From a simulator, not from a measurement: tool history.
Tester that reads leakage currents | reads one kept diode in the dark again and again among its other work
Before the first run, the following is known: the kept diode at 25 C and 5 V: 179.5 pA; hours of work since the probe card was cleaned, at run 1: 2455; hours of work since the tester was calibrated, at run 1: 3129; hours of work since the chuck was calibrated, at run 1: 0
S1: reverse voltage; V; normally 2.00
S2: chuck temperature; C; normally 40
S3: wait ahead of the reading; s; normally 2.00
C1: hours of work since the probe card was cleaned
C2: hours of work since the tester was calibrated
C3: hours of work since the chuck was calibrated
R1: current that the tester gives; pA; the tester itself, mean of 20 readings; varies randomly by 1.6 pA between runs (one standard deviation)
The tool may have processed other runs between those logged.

run	hour	S1	S2	S3	C1	C2	C3	R1
1	0.0	2.00	40	2.00	2455	3129	0	531.08
2	197.7	2.00	31	2.00	2552	3227	98	236.64
3	393.4	2.00	40	5.30	2649	3324	194	529.11
4	495.4	2.00	40	5.30	2699	3374	245	529.23
5	625.0	2.00	32	2.00	2763	3438	309	257.03
6	754.6	2.00	32	2.00	2827	3502	373	256.90
7	965.0	2.00	32	2.00	2931	3606	477	257.40
8	1102.5	2.00	32	2.00	2999	3674	545	257.45
9	1251.0	2.00	32	2.00	3073	3747	618	255.91
# hour 1336.8: probe card cleaned and baked
10	1345.2	2.00	32	2.00	4	3793	663	255.85
11	1519.1	2.00	32	2.00	90	3878	749	254.84
# hour 1534.8: tester calibrated
12	1689.8	2.00	40	0.57	173	77	832	520.79
13	1777.9	2.00	40	0.57	217	120	876	519.53
14	1870.2	2.00	40	0.57	262	166	921	523.20
15	2039.1	2.00	40	0.57	346	249	1005	521.69
16	2225.1	15.78	40	2.00	438	341	1097	1026.92
# hour 2275.2: tester calibrated, once more
17	2376.7	15.78	40	2.00	512	50	1171	1017.94
18	2568.0	15.78	40	2.00	606	145	1265	1016.46
19	2724.0	2.00	58	0.89	683	222	1342	2270.93
20	2840.1	15.26	40	0.65	741	279	1400	997.45
21	2978.8	2.39	45	8.03	809	348	1468	836.76
22	3082.2	2.39	21	3.93	860	399	1519	92.42
23	3177.3	2.39	21	3.93	907	446	1566	91.70
24	3297.5	1.25	22	0.56	967	505	1626	82.30
25	3438.6	8.29	57	3.44	1036	575	1695	3329.91
26	3572.0	8.29	57	3.44	1102	641	1761	3315.33
27	3700.2	2.00	23	2.00	1166	704	1824	105.04
28	3855.5	2.00	23	2.00	1242	781	1901	105.13
29	4001.1	2.00	23	2.00	1314	853	1973	105.20
30	4126.8	2.00	23	2.00	1376	915	2035	104.63
31	4281.8	2.00	22	2.00	1453	991	2112	94.67
# hour 4419.3: chuck's temperature calibrated
32	4433.3	2.00	43	0.38	1527	1065	7	677.50
33	4603.1	2.00	40	3.87	1611	1149	91	521.68
34	4733.9	1.50	26	1.74	1675	1214	155	131.41
35	4830.6	11.73	20	1.58	1723	1261	203	147.53
36	4942.5	1.79	29	2.00	1778	1317	258	184.13

Entry by entry between the runs, the difference in hidden state between the last listed run before and the first listed run after:
From run 9 to run 10: probe card cleaned and baked (hour 1336.8)
  stray current of the dirty probe card, pA a volt: 0.462 -> 0.034; current scale over the true one, %: 0.3 -> 0.31; true chuck temperature over the reading, C: -0.13 -> -0.14
  measured result minus the result with no hidden state, R1: -1.34 -> -2.48 pA
From run 11 to run 12: tester calibrated (hour 1534.8)
  stray current of the dirty probe card, pA a volt: 0.045 -> 0.057; current scale over the true one, %: 0.31 -> 0.52; true chuck temperature over the reading, C: -0.16 -> -0.18
  measured result minus the result with no hidden state, R1: -2.99 -> -5.69 pA
From run 16 to run 17: tester calibrated, once more (hour 2275.2)
  stray current of the dirty probe card, pA a volt: 0.091 -> 0.1; current scale over the true one, %: 0.54 -> -0.12; true chuck temperature over the reading, C: -0.26 -> -0.28
  measured result minus the result with no hidden state, R1: -16.71 -> -25.17 pA
From run 31 to run 32: chuck's temperature calibrated (hour 4419.3)
  stray current of the dirty probe card, pA a volt: 0.228 -> 0.238; current scale over the true one, %: -0.04 -> -0.03; true chuck temperature over the reading, C: -0.53 -> -0.15
  measured result minus the result with no hidden state, R1: -4.69 -> -8.51 pA
